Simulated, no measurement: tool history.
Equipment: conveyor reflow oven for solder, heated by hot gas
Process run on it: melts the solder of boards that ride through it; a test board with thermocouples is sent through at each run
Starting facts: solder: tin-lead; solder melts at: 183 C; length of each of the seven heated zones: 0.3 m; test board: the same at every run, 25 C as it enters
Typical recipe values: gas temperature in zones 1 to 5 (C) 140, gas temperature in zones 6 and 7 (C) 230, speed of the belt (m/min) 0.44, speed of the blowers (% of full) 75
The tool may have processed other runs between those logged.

run	day	gas temperature in zones 1 to 5 (C)	gas temperature in zones 6 and 7 (C)	speed of the belt (m/min)	speed of the blowers (% of full)	highest temperature of the board (C)	time above the solder's melting point (s)
1	0	140	230	0.44	75	213.2	60
2	2.162	140	230	0.44	75	213.6	59.7
3	3.483	140	230	0.44	75	212.6	59.3
4	5.496	140	230	0.44	75	212.3	58.9
5	7.367	147	230	0.44	75	213.4	62.9
6	8.796	147	230	0.44	75	213	62.4
7	9.975	147	230	0.44	75	213.3	62.5
# day 11.075: belt drive overhauled, speed set with a stopwatch
8	11.333	147	230	0.44	75	213.7	64.1
# day 11.983: flux residue cleaned out of gas plates and filters
9	13.375	147	230	0.44	75	217.4	67.3
10	15.129	140	231	0.44	75	217.1	65.4
# day 15.425: belt drive overhauled, speed set with a stopwatch, once more
11	16.442	140	231	0.44	75	215.4	62.1
12	18.875	129	227	0.424	65	208.2	52.2
13	21.117	129	227	0.424	65	208.5	51.8
# day 22.983: thermocouples of zones 6 and 7 changed
14	23.142	129	227	0.424	65	209.9	54.1
15	25.55	129	227	0.424	65	208.8	53.2
16	27.083	129	227	0.424	65	208.9	52.9
17	28.146	128	226	0.424	67	208.4	51.8
18	29.567	127	234	0.375	73	221	72
19	30.996	127	234	0.375	73	220.2	71.7
20	33	127	234	0.375	73	220.1	72.4
21	34.467	131	242	0.44	75	223.1	62.8
22	36.429	134	242	0.44	82	224.3	65.6

How would selected steps in highest temperature of the board (C) from run to run divide? Give the signed amount a tool lacking its hidden state would still show from settings, what came in and random variation, and the signed amount left for the hidden state, including any gauge scatter that is not in both of the compared results.
Hidden state present: heat that the gas passes to the board, % of a clean oven's; belt's true speed, % of the reading; true gas temperature in zones 6 and 7 over the reading, C; drift of the gauge itself on peak_c, C; drift of the gauge itself on liquid_s, %.
Run 8 -> 9: flux residue cleaned out of gas plates and filters. highest temperature of the board (C) +3.7: hidden state +3.9, all else -0.2.
Run 11 -> 12: gas temperature in zones 1 to 5 (C) 140 -> 129, gas temperature in zones 6 and 7 (C) 231 -> 227, speed of the belt (m/min) 0.44 -> 0.424, speed of the blowers (% of full) 75 -> 65. highest temperature of the board (C) -7.2: hidden state -0.4, all else -6.8.
Run 13 -> 14: thermocouples of zones 6 and 7 changed. highest temperature of the board (C) +1.4: hidden state +1.6, all else -0.2.
Run 17 -> 18: gas temperature in zones 1 to 5 (C) 128 -> 127, gas temperature in zones 6 and 7 (C) 226 -> 234, speed of the belt (m/min) 0.424 -> 0.375, speed of the blowers (% of full) 67 -> 73. highest temperature of the board (C) +12.6: hidden state -0.1, all else +12.7.
